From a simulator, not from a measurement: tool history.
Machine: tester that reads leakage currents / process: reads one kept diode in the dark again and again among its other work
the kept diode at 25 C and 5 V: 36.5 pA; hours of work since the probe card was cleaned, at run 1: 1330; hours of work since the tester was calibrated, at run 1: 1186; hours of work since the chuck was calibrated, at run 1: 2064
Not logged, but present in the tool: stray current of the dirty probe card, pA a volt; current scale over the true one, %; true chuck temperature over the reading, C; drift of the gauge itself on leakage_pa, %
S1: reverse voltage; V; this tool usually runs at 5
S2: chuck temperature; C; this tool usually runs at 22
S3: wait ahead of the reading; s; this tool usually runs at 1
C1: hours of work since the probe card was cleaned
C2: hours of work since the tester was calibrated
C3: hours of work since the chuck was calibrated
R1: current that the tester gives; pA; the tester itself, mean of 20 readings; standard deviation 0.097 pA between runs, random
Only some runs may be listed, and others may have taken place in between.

Run 1, hour 0: usual settings; C1 1330; C2 1186; C3 2064. Result: R1 33.04 pA.
Run 2, hour 70.6: usual settings but S1 10.44 V; C1 1371; C2 1227; C3 2105. Result: R1 45.35 pA.
Run 3, hour 165.6: usual settings but S1 3.76 V; C1 1427; C2 1282; C3 2161. Result: R1 29.93 pA.
Run 4, hour 265.8: usual settings but S1 3.76 V; C1 1485; C2 1340; C3 2219. Result: R1 30.01 pA.
At hour 408.3: probe card cleaned and baked.
Run 5, hour 408.3: usual settings but S1 2.18 V; C1 0; C2 1422; C3 2300. Result: R1 23.06 pA.
At hour 417.1: tester calibrated.
Run 6, hour 504.4: usual settings but S1 2.18 V; C1 55; C2 51; C3 2355. Result: R1 23.16 pA.
Run 7, hour 627.5: usual settings but S1 2.18 V; C1 126; C2 122; C3 2426. Result: R1 23.37 pA.
At hour 669.7: chuck's temperature calibrated.
Run 8, hour 698.4: usual settings but S1 2.18 V; C1 166; C2 163; C3 17. Result: R1 21.59 pA.
Run 9, hour 807.6: usual settings but S1 2.18 V, S2 36 C; C1 230; C2 226; C3 80. Result: R1 77.91 pA.
Run 10, hour 873.9: usual settings but S1 7.03 V, S2 50 C; C1 269; C2 265; C3 119. Result: R1 361.3 pA.

Run 11 is up next; what results do you expect?
Run 11, hour 933: usual settings but S1 4.27 V, S2 57 C, S3 4.37 s; C1 303; C2 299; C3 153. Result: R1 ?.

Run 11 came out at R1 534.43 pA.
On a tool with no hidden condition, and with the same random variation, this run would have come out at R1 527.81 pA.

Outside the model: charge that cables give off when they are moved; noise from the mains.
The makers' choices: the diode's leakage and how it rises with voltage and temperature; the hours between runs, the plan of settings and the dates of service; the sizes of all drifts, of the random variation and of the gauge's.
